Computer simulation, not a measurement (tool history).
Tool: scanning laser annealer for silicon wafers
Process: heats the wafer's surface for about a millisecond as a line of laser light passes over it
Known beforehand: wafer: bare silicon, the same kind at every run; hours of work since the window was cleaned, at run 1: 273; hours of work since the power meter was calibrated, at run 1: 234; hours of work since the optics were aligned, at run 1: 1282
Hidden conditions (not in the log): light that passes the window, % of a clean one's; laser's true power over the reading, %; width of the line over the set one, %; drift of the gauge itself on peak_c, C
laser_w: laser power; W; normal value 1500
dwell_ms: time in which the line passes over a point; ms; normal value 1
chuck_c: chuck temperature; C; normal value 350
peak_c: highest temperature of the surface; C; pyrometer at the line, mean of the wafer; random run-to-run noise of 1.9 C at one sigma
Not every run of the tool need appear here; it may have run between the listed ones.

run   hour  laser_w  dwell_ms  chuck_c  hours of work since the window was cleaned  hours of work since the power meter was calibrated  hours of work since the optics were aligned  peak_c
  1      0     1500         1      350                                         273                                                 234                                         1282    1168
  2      8     1500         1      350                                         278                                                 239                                         1287    1168
  3   18.6     1545         1      350                                         285                                                 246                                         1294    1194
  4     27     1384         1      350                                         290                                                 252                                         1299    1106
  5   35.6     1384         1      350                                         296                                                 257                                         1305    1104
  6   40.9     1500      1.08      350                                         299                                                 261                                         1308    1199
  7   47.5     1500      0.87      350                                         303                                                 265                                         1312    1106
  8   55.3     1500      0.87      350                                         308                                                 270                                         1317    1110
  9   66.3     1635         1      350                                         315                                                 277                                         1324    1240
 10   73.4     1635         1      350                                         320                                                 282                                         1329    1241
 11   84.2     1418      1.24      323                                         327                                                 289                                         1336    1183
 12     93     1382      1.15      388                                         333                                                 294                                         1342    1195
 13  100.7     1500      0.76      350                                         338                                                 299                                         1347    1058
 14    107     1500      0.76      350                                         342                                                 303                                         1351    1058
 15  114.1     1510      0.76      375                                         346                                                 308                                         1355    1087
 16  121.6     1510      0.76      375                                         351                                                 313                                         1360    1089
 17  131.2     1510      0.91      348                                         357                                                 319                                         1366    1129
 18  140.3     1543      1.08      350                                         363                                                 325                                         1372    1218

4 options for the next run, each taken on its own from the tool as it stands now. Forecast them:
  A  148.6     1298      0.75      350                                         368                                                 330                                         1378       ?
  B  148.6     1330      1.21      364                                         368                                                 330                                         1378       ?
  C  148.6     1568      1.13      342                                         368                                                 330                                         1378       ?
  D  148.6     1285      1.13      350                                         368                                                 330                                         1378       ?

run  peak_c
  A     957
  B    1156
  C    1246
  D    1088
Had the tool no hidden state, the same runs would have come out as:
run  peak_c
  A     981
  B    1187
  C    1282
  D    1117
